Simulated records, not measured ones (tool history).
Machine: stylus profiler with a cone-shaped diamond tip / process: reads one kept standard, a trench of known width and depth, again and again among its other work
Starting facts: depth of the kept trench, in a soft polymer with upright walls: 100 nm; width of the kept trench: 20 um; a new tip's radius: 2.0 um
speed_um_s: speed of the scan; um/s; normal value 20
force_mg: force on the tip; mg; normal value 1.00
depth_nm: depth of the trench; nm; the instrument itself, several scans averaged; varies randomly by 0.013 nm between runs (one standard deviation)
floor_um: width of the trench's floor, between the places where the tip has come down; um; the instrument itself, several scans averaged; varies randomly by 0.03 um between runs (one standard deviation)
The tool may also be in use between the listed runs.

| run | hour | speed_um_s | force_mg | depth_nm | floor_um |
|---|---|---|---|---|---|
| 1 | 0.0 | 20 | 1.00 | 100.93 | 18.58 |
| 2 | 51.4 | 20 | 1.00 | 100.94 | 18.59 |
| 3 | 84.8 | 20 | 1.00 | 100.95 | 18.54 |
| 4 | 111.9 | 61 | 1.00 | 100.95 | 18.22 |
| 5 | 152.1 | 61 | 1.00 | 100.97 | 18.20 |
| 6 | 212.9 | 19 | 1.00 | 100.98 | 18.47 |
| 7 | 252.0 | 19 | 1.00 | 101.00 | 18.50 |
| 8 | 302.7 | 20 | 1.47 | 101.25 | 18.49 |
| 9 | 355.4 | 20 | 1.47 | 101.25 | 18.48 |
| 10 | 397.6 | 20 | 1.47 | 101.27 | 18.46 |
| 11 | 445.8 | 20 | 1.47 | 101.27 | 18.39 |
| 12 | 476.0 | 20 | 1.47 | 101.31 | 18.46 |
| 13 | 518.5 | 43 | 1.70 | 101.39 | 18.30 |
| 14 | 566.6 | 67 | 2.65 | 101.87 | 18.23 |
| 15 | 620.0 | 67 | 2.65 | 101.87 | 18.19 |
| 16 | 659.2 | 6 | 1.00 | 101.02 | 18.53 |
| 17 | 707.5 | 20 | 0.51 | 100.70 | 18.31 |
| 18 | 753.0 | 20 | 0.51 | 100.71 | 18.35 |
| 19 | 812.8 | 20 | 0.51 | 100.72 | 18.27 |
| 20 | 852.6 | 20 | 0.51 | 100.73 | 18.27 |
| 21 | 891.1 | 20 | 0.37 | 100.57 | 18.19 |
| 22 | 930.7 | 7 | 1.04 | 101.08 | 18.41 |
| 23 | 960.8 | 7 | 1.04 | 101.08 | 18.37 |
| 24 | 1000.5 | 37 | 1.96 | 101.60 | 18.22 |

Here are 4 independent what-if runs from the current tool condition. What would each one return?
| A | 1049.6 | 6 | 0.44 | ? | ? |
| B | 1049.6 | 42 | 1.27 | ? | ? |
| C | 1049.6 | 8 | 0.49 | ? | ? |
| D | 1049.6 | 7 | 1.49 | ? | ? |

| run | depth_nm | floor_um |
|---|---|---|
| A | 100.68 | 18.35 |
| B | 101.22 | 18.12 |
| C | 100.73 | 18.41 |
| D | 101.36 | 18.34 |
Take away the tool's hidden state, keep each run's random variation, and the runs would have read:
| run | depth_nm | floor_um |
|---|---|---|
| A | 100.53 | 18.67 |
| B | 101.08 | 18.44 |
| C | 100.59 | 18.74 |
| D | 101.21 | 18.66 |
